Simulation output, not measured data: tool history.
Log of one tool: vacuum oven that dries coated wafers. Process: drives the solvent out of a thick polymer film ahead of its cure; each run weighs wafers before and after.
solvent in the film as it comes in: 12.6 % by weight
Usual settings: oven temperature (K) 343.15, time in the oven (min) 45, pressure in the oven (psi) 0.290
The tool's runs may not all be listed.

Run 1, day 0.000: usual settings. Result: solvent left in the film (%) 1.075.
Run 2, day 1.175: usual settings. Result: solvent left in the film (%) 1.049.
Run 3, day 2.117: usual settings. Result: solvent left in the film (%) 1.061.
Run 4, day 2.883: usual settings. Result: solvent left in the film (%) 1.060.
Run 5, day 4.233: usual settings. Result: solvent left in the film (%) 1.067.
Run 6, day 5.738: usual settings. Result: solvent left in the film (%) 1.066.
Run 7, day 6.792: usual settings. Result: solvent left in the film (%) 1.058.
Run 8, day 7.738: usual settings. Result: solvent left in the film (%) 1.082.
Run 9, day 9.221: usual settings but oven temperature (K) 355.15, time in the oven (min) 47, pressure in the oven (psi) 0.260. Result: solvent left in the film (%) 0.401.
Run 10, day 10.442: usual settings but oven temperature (K) 355.15, time in the oven (min) 47, pressure in the oven (psi) 0.260. Result: solvent left in the film (%) 0.396.
Run 11, day 12.312: usual settings but oven temperature (K) 355.15, time in the oven (min) 47, pressure in the oven (psi) 0.260. Result: solvent left in the film (%) 0.388.
Run 12, day 14.025: usual settings but oven temperature (K) 338.15, time in the oven (min) 65, pressure in the oven (psi) 1.130. Result: solvent left in the film (%) 3.622.
Run 13, day 15.608: usual settings but oven temperature (K) 338.15, time in the oven (min) 65, pressure in the oven (psi) 0.339. Result: solvent left in the film (%) 1.296.
Run 14, day 17.025: usual settings but oven temperature (K) 338.15, time in the oven (min) 65, pressure in the oven (psi) 0.339. Result: solvent left in the film (%) 1.311.

3 ways to go on from here, each from the tool as it stands after run 14. What would each give?
Run A, day 18.700: usual settings but pressure in the oven (psi) 0.582. Result: solvent left in the film (%) ?.
Run B, day 18.700: usual settings but oven temperature (K) 340.15, time in the oven (min) 41. Result: solvent left in the film (%) ?.
Run C, day 18.700: usual settings but time in the oven (min) 27. Result: solvent left in the film (%) ?.

run  solvent left in the film (%)
  A                         1.743
  B                         1.603
  C                         2.032
Without the tool's hidden state the same runs would have given:
run  solvent left in the film (%)
  A                         1.744
  B                         1.604
  C                         2.033
